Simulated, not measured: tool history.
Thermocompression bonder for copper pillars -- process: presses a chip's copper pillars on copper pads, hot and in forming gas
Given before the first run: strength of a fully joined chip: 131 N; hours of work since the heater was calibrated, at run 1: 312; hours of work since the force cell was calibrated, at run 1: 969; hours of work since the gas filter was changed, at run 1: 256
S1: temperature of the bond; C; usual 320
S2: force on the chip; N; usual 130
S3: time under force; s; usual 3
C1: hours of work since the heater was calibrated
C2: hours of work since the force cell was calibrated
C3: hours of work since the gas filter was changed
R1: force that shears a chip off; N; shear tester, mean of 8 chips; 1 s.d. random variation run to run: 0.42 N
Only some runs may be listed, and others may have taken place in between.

{"run": 1, "day": 0.0, "S1": 320, "S2": 130, "S3": 3, "C1": 312, "C2": 969, "C3": 256, "R1": 67.5}
{"run": 2, "day": 3.583, "S1": 320, "S2": 130, "S3": 3, "C1": 374, "C2": 1032, "C3": 318, "R1": 67.4}
{"day": 4.225, "done": "forming gas filter changed"}
{"run": 3, "day": 6.225, "S1": 320, "S2": 130, "S3": 3, "C1": 420, "C2": 1077, "C3": 35, "R1": 67.9}
{"run": 4, "day": 7.796, "S1": 320, "S2": 130, "S3": 3, "C1": 447, "C2": 1105, "C3": 62, "R1": 67.1}
{"run": 5, "day": 9.896, "S1": 320, "S2": 130, "S3": 3, "C1": 483, "C2": 1141, "C3": 99, "R1": 67}
{"run": 6, "day": 11.412, "S1": 320, "S2": 130, "S3": 5, "C1": 510, "C2": 1168, "C3": 125, "R1": 80.1}
{"run": 7, "day": 13.683, "S1": 320, "S2": 130, "S3": 3, "C1": 549, "C2": 1207, "C3": 165, "R1": 67.2}
{"run": 8, "day": 15.954, "S1": 320, "S2": 107, "S3": 3, "C1": 589, "C2": 1247, "C3": 204, "R1": 54.9}
{"run": 9, "day": 17.721, "S1": 320, "S2": 130, "S3": 3, "C1": 620, "C2": 1278, "C3": 235, "R1": 67.1}
{"run": 10, "day": 19.367, "S1": 320, "S2": 130, "S3": 3, "C1": 648, "C2": 1306, "C3": 264, "R1": 67.4}
{"run": 11, "day": 22.5, "S1": 318, "S2": 97, "S3": 7, "C1": 703, "C2": 1361, "C3": 318, "R1": 65.8}
{"day": 23.192, "done": "forming gas filter changed"}
{"run": 12, "day": 26.012, "S1": 333, "S2": 90, "S3": 7, "C1": 764, "C2": 1422, "C3": 49, "R1": 71.6}
{"run": 13, "day": 27.625, "S1": 333, "S2": 95, "S3": 2, "C1": 792, "C2": 1450, "C3": 77, "R1": 47.3}
{"run": 14, "day": 30.867, "S1": 337, "S2": 95, "S3": 5, "C1": 848, "C2": 1506, "C3": 134, "R1": 68.5}
{"run": 15, "day": 33.412, "S1": 337, "S2": 95, "S3": 5, "C1": 893, "C2": 1550, "C3": 178, "R1": 69.3}
{"run": 16, "day": 36.808, "S1": 337, "S2": 85, "S3": 9, "C1": 952, "C2": 1610, "C3": 237, "R1": 75.6}
{"run": 17, "day": 39.425, "S1": 316, "S2": 94, "S3": 2, "C1": 997, "C2": 1655, "C3": 283, "R1": 39.2}
{"day": 42.104, "done": "forming gas filter changed"}
{"run": 18, "day": 42.142, "S1": 336, "S2": 105, "S3": 3, "C1": 1044, "C2": 1702, "C3": 1, "R1": 62.8}
{"run": 19, "day": 44.304, "S1": 336, "S2": 110, "S3": 8, "C1": 1082, "C2": 1740, "C3": 38, "R1": 90.2}
{"run": 20, "day": 46.642, "S1": 327, "S2": 88, "S3": 6, "C1": 1123, "C2": 1780, "C3": 79, "R1": 62.1}

Each row is a separate what-if for the run after 20, all from the same tool condition, not one after another. Results?
{"run": "A", "day": 48.408, "S1": 327, "S2": 177, "S3": 4, "C1": 1153, "C2": 1811, "C3": 110, "R1": "?"}
{"run": "B", "day": 48.408, "S1": 333, "S2": 137, "S3": 8, "C1": 1153, "C2": 1811, "C3": 110, "R1": "?"}
{"run": "C", "day": 48.408, "S1": 335, "S2": 128, "S3": 5, "C1": 1153, "C2": 1811, "C3": 110, "R1": "?"}

run=A R1=100.1
run=B R1=102.7
run=C R1=88.2
Without the tool's hidden state the same runs would have given:
run=A R1=100.2
run=B R1=102.9
run=C R1=88.3
